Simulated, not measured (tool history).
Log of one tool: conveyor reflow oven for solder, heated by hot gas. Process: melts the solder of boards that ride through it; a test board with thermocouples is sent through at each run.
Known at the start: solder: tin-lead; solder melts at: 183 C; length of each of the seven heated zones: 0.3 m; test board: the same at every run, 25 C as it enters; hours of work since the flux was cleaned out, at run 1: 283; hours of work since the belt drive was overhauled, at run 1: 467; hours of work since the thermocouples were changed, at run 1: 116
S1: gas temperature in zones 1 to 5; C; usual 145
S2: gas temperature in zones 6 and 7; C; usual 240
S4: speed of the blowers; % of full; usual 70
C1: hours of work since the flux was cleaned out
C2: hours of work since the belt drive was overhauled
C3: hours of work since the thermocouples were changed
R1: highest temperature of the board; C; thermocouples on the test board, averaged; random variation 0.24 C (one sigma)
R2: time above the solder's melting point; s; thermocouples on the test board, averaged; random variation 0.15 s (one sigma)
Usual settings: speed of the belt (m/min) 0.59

run 1 hour=0 | S1=145 S2=240 speed_of_the_belt_(m/min)=0.59 S4=70 | C1=283 C2=467 C3=116 | R1=221 R2=49.8
run 2 hour=53.3 | S1=145 S2=240 speed_of_the_belt_(m/min)=0.59 S4=70 | C1=323 C2=507 C3=156 | R1=220.6 R2=50.2
run 3 hour=100.8 | S1=145 S2=240 speed_of_the_belt_(m/min)=0.59 S4=84 | C1=359 C2=542 C3=192 | R1=222.4 R2=51.2
run 4 hour=148.6 | S1=145 S2=240 speed_of_the_belt_(m/min)=0.59 S4=84 | C1=395 C2=578 C3=228 | R1=222.2 R2=51.1
-- hour=176.6 flux residue cleaned out of gas plates and filters
run 5 hour=203.6 | S1=145 S2=240 speed_of_the_belt_(m/min)=0.59 S4=84 | C1=20 C2=616 C3=265 | R1=224.4 R2=52.3
run 6 hour=256.2 | S1=145 S2=240 speed_of_the_belt_(m/min)=0.633 S4=84 | C1=60 C2=655 C3=305 | R1=222 R2=47.3
run 7 hour=312.1 | S1=145 S2=240 speed_of_the_belt_(m/min)=0.633 S4=84 | C1=102 C2=697 C3=347 | R1=221.6 R2=47.1
run 8 hour=375.9 | S1=145 S2=240 speed_of_the_belt_(m/min)=0.633 S4=84 | C1=150 C2=745 C3=394 | R1=220.8 R2=47
-- hour=396.5 belt drive overhauled, speed set with a stopwatch
run 9 hour=442.3 | S1=145 S2=240 speed_of_the_belt_(m/min)=0.633 S4=84 | C1=196 C2=34 C3=441 | R1=220.6 R2=46
run 10 hour=490.9 | S1=145 S2=240 speed_of_the_belt_(m/min)=0.674 S4=70 | C1=233 C2=71 C3=478 | R1=215.8 R2=39.4
run 11 hour=543.4 | S1=145 S2=244 speed_of_the_belt_(m/min)=0.674 S4=70 | C1=272 C2=110 C3=517 | R1=218.5 R2=41.4
run 12 hour=592.5 | S1=140 S2=240 speed_of_the_belt_(m/min)=0.59 S4=70 | C1=309 C2=147 C3=554 | R1=218.9 R2=46.9
-- hour=629.3 thermocouples of zones 6 and 7 changed
run 13 hour=651.1 | S1=145 S2=240 speed_of_the_belt_(m/min)=0.59 S4=85 | C1=351 C2=190 C3=16 | R1=221.6 R2=50
run 14 hour=716.5 | S1=145 S2=240 speed_of_the_belt_(m/min)=0.59 S4=70 | C1=401 C2=239 C3=65 | R1=218.7 R2=48.3
-- hour=739.2 flux residue cleaned out of gas plates and filters
run 15 hour=784 | S1=145 S2=240 speed_of_the_belt_(m/min)=0.59 S4=70 | C1=34 C2=285 C3=112 | R1=220.9 R2=50
run 16 hour=847 | S1=135 S2=236 speed_of_the_belt_(m/min)=0.59 S4=70 | C1=81 C2=333 C3=160 | R1=215 R2=43.4
run 17 hour=915.9 | S1=152 S2=236 speed_of_the_belt_(m/min)=0.59 S4=64 | C1=133 C2=384 C3=211 | R1=217.6 R2=50
run 18 hour=963.4 | S1=145 S2=239 speed_of_the_belt_(m/min)=0.59 S4=55 | C1=168 C2=420 C3=247 | R1=216.6 R2=46.7
run 19 hour=1027.9 | S1=157 S2=240 speed_of_the_belt_(m/min)=0.644 S4=70 | C1=217 C2=468 C3=295 | R1=219.4 R2=49
run 20 hour=1061 | S1=145 S2=240 speed_of_the_belt_(m/min)=0.546 S4=70 | C1=241 C2=493 C3=320 | R1=222.2 R2=54.8
run 21 hour=1115.8 | S1=145 S2=240 speed_of_the_belt_(m/min)=0.546 S4=51 | C1=283 C2=534 C3=361 | R1=218.2 R2=52.7
run 22 hour=1156.5 | S1=145 S2=240 speed_of_the_belt_(m/min)=0.59 S4=64 | C1=313 C2=565 C3=392 | R1=218.3 R2=48.4
run 23 hour=1225.2 | S1=155 S2=249 speed_of_the_belt_(m/min)=0.525 S4=52 | C1=365 C2=616 C3=443 | R1=229.6 R2=64.8
run 24 hour=1285.7 | S1=153 S2=249 speed_of_the_belt_(m/min)=0.525 S4=68 | C1=410 C2=662 C3=489 | R1=231.3 R2=65.5
-- hour=1293.8 flux residue cleaned out of gas plates and filters
run 25 hour=1358.3 | S1=159 S2=253 speed_of_the_belt_(m/min)=0.525 S4=80 | C1=48 C2=713 C3=539 | R1=238.9 R2=70.5
run 26 hour=1404 | S1=159 S2=253 speed_of_the_belt_(m/min)=0.525 S4=80 | C1=83 C2=747 C3=574 | R1=239 R2=70.5
-- hour=1409.9 thermocouples of zones 6 and 7 changed
-- hour=1424.6 belt drive overhauled, speed set with a stopwatch
run 27 hour=1457.2 | S1=159 S2=253 speed_of_the_belt_(m/min)=0.525 S4=80 | C1=118 C2=24 C3=33 | R1=239.6 R2=69.9
run 28 hour=1505.1 | S1=145 S2=244 speed_of_the_belt_(m/min)=0.59 S4=70 | C1=154 C2=60 C3=68 | R1=225.1 R2=51.1
run 29 hour=1563.8 | S1=130 S2=244 speed_of_the_belt_(m/min)=0.59 S4=70 | C1=198 C2=104 C3=112 | R1=220.8 R2=45

5 ways to go on from here, each from the tool as it stands after run 29. What would each give?
run A hour=1593.7 | S1=158 S2=255 speed_of_the_belt_(m/min)=0.59 S4=65 | C1=220 C2=127 C3=135 | R1=? R2=?
run B hour=1593.7 | S1=130 S2=232 speed_of_the_belt_(m/min)=0.602 S4=70 | C1=220 C2=127 C3=135 | R1=? R2=?
run C hour=1593.7 | S1=145 S2=240 speed_of_the_belt_(m/min)=0.59 S4=88 | C1=220 C2=127 C3=135 | R1=? R2=?
run D hour=1593.7 | S1=156 S2=240 speed_of_the_belt_(m/min)=0.59 S4=70 | C1=220 C2=127 C3=135 | R1=? R2=?
run E hour=1593.7 | S1=142 S2=248 speed_of_the_belt_(m/min)=0.59 S4=55 | C1=220 C2=127 C3=135 | R1=? R2=?

run=A R1=234.9 R2=60.8
run=B R1=209.8 R2=36.8
run=C R1=223.3 R2=50.8
run=D R1=222.5 R2=54.4
run=E R1=223.4 R2=50
Without the tool's hidden state the same runs would have given:
run=A R1=236.4 R2=61.2
run=B R1=211.5 R2=38.4
run=C R1=224.9 R2=51.6
run=D R1=223.9 R2=55.1
run=E R1=225 R2=50.9
